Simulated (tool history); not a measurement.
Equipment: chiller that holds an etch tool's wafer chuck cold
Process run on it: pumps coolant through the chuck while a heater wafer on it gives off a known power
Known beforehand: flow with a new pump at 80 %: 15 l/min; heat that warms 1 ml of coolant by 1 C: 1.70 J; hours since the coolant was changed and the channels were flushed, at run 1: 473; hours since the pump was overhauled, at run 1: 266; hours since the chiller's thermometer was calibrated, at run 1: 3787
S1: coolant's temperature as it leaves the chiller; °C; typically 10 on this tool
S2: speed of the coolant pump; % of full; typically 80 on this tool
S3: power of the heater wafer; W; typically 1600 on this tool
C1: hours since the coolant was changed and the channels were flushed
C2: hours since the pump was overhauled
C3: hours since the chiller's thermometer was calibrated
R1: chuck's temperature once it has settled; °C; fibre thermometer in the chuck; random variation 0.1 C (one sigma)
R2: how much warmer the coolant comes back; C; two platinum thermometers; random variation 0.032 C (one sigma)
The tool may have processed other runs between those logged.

{"run": 1, "hour": 0.0, "S1": 10, "S2": 80, "S3": 1600, "C1": 473, "C2": 266, "C3": 3787, "R1": 24, "R2": 3.76}
{"run": 2, "hour": 64.7, "S1": 10, "S2": 80, "S3": 1118, "C1": 538, "C2": 330, "C3": 3852, "R1": 19.5, "R2": 2.69}
{"run": 3, "hour": 192.4, "S1": 10, "S2": 80, "S3": 1129, "C1": 665, "C2": 458, "C3": 3980, "R1": 19.7, "R2": 2.7}
{"run": 4, "hour": 298.3, "S1": 10, "S2": 80, "S3": 1600, "C1": 771, "C2": 564, "C3": 4085, "R1": 24.2, "R2": 3.81}
{"run": 5, "hour": 369.1, "S1": 10, "S2": 80, "S3": 1600, "C1": 842, "C2": 635, "C3": 4156, "R1": 24.3, "R2": 3.85}
{"run": 6, "hour": 459.2, "S1": 10, "S2": 80, "S3": 1600, "C1": 932, "C2": 725, "C3": 4246, "R1": 24.2, "R2": 3.81}
{"run": 7, "hour": 530.5, "S1": 10, "S2": 80, "S3": 1600, "C1": 1003, "C2": 796, "C3": 4318, "R1": 24.2, "R2": 3.84}
{"run": 8, "hour": 675.1, "S1": 10, "S2": 80, "S3": 1672, "C1": 1148, "C2": 941, "C3": 4462, "R1": 24.9, "R2": 3.92}
{"run": 9, "hour": 819.4, "S1": 12, "S2": 93, "S3": 1600, "C1": 1292, "C2": 1085, "C3": 4607, "R1": 24.6, "R2": 3.3}
{"run": 10, "hour": 969.4, "S1": 12, "S2": 93, "S3": 1600, "C1": 1442, "C2": 1235, "C3": 4757, "R1": 24.7, "R2": 3.33}
{"run": 11, "hour": 1040.2, "S1": 10, "S2": 94, "S3": 1600, "C1": 1513, "C2": 1306, "C3": 4827, "R1": 22.8, "R2": 3.27}
{"run": 12, "hour": 1120.9, "S1": 19, "S2": 61, "S3": 1067, "C1": 1594, "C2": 1387, "C3": 4908, "R1": 30.7, "R2": 3.35}
{"run": 13, "hour": 1212.3, "S1": 2, "S2": 95, "S3": 1591, "C1": 1685, "C2": 1478, "C3": 4999, "R1": 14.6, "R2": 3.24}
{"run": 14, "hour": 1289.6, "S1": 18, "S2": 80, "S3": 1591, "C1": 1762, "C2": 1555, "C3": 5077, "R1": 32.4, "R2": 3.87}
{"run": 15, "hour": 1368.0, "S1": 18, "S2": 80, "S3": 1591, "C1": 1841, "C2": 1634, "C3": 5155, "R1": 32.4, "R2": 3.85}

Measured less the same run without the tool's hidden state. The same run-to-run variation is in both; the gauge's scatter may not be:
Hidden conditions of the tool in this case: heat passed by the chuck's channels, % of clean ones'; flow at a given pump speed, % of a new pump's; coolant's true temperature over the reading, C; drift of the gauge itself on chuck_c, C; drift of the gauge itself on warmer_back_c, C.
run=1 R1=-0.4 R2=+0.03
run=2 R1=-0.5 R2=+0.03
run=3 R1=-0.4 R2=+0.03
run=4 R1=-0.3 R2=+0.04
run=5 R1=-0.3 R2=+0.05
run=6 R1=-0.3 R2=+0.06
run=7 R1=-0.3 R2=+0.06
run=8 R1=-0.2 R2=+0.06
run=9 R1=-0.2 R2=+0.06
run=10 R1=-0.2 R2=+0.06
run=11 R1=-0.2 R2=+0.06
run=12 R1=-0.2 R2=+0.07
run=13 R1=-0.1 R2=+0.07
run=14 R1=+0 R2=+0.09
run=15 R1=+0 R2=+0.08
